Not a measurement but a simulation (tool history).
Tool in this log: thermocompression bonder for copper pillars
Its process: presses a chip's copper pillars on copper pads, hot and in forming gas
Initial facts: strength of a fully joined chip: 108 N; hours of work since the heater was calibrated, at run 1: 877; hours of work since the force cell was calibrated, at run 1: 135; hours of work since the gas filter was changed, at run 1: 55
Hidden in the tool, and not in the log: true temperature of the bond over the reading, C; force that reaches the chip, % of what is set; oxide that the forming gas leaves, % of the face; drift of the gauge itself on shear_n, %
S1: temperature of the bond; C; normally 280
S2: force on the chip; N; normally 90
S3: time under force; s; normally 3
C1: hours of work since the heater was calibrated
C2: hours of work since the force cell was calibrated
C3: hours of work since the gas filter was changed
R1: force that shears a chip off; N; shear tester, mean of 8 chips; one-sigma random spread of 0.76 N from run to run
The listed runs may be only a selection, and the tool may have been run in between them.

{"run": 1, "hour": 0.0, "S1": 280, "S2": 90, "S3": 3, "C1": 877, "C2": 135, "C3": 55, "R1": 79}
{"run": 2, "hour": 46.8, "S1": 280, "S2": 90, "S3": 3, "C1": 898, "C2": 156, "C3": 76, "R1": 78.5}
{"run": 3, "hour": 70.9, "S1": 280, "S2": 90, "S3": 3, "C1": 908, "C2": 166, "C3": 86, "R1": 78.9}
{"run": 4, "hour": 108.7, "S1": 280, "S2": 90, "S3": 3, "C1": 925, "C2": 183, "C3": 103, "R1": 79.9}
{"run": 5, "hour": 159.7, "S1": 258, "S2": 90, "S3": 3, "C1": 947, "C2": 205, "C3": 125, "R1": 63.8}
{"run": 6, "hour": 182.6, "S1": 280, "S2": 90, "S3": 3, "C1": 957, "C2": 215, "C3": 135, "R1": 78.1}
{"run": 7, "hour": 229.0, "S1": 280, "S2": 90, "S3": 3, "C1": 978, "C2": 236, "C3": 156, "R1": 77.3}
{"hour": 240.6, "done": "forming gas filter changed"}
{"run": 8, "hour": 282.9, "S1": 273, "S2": 131, "S3": 3, "C1": 1001, "C2": 259, "C3": 19, "R1": 93.2}
{"run": 9, "hour": 311.7, "S1": 290, "S2": 94, "S3": 3, "C1": 1014, "C2": 272, "C3": 31, "R1": 87.5}
{"run": 10, "hour": 343.0, "S1": 290, "S2": 110, "S3": 3, "C1": 1028, "C2": 286, "C3": 45, "R1": 94.1}
{"run": 11, "hour": 381.3, "S1": 290, "S2": 68, "S3": 7, "C1": 1045, "C2": 302, "C3": 62, "R1": 86.4}
{"run": 12, "hour": 423.5, "S1": 293, "S2": 68, "S3": 2, "C1": 1063, "C2": 321, "C3": 80, "R1": 63.9}
{"run": 13, "hour": 461.0, "S1": 305, "S2": 96, "S3": 5, "C1": 1080, "C2": 338, "C3": 97, "R1": 98.6}

What if the next run were any one of these 3? Each begins from the tool's condition after run 13:
{"run": "A", "hour": 491.9, "S1": 303, "S2": 96, "S3": 5, "C1": 1093, "C2": 351, "C3": 110, "R1": "?"}
{"run": "B", "hour": 491.9, "S1": 251, "S2": 67, "S3": 4, "C1": 1093, "C2": 351, "C3": 110, "R1": "?"}
{"run": "C", "hour": 491.9, "S1": 306, "S2": 114, "S3": 3, "C1": 1093, "C2": 351, "C3": 110, "R1": "?"}

run=A R1=96.5
run=B R1=50.7
run=C R1=99.9
The same runs, with their run-to-run variation unchanged, on a tool lacking any hidden condition would have given:
run=A R1=98.6
run=B R1=49.9
run=C R1=102.1
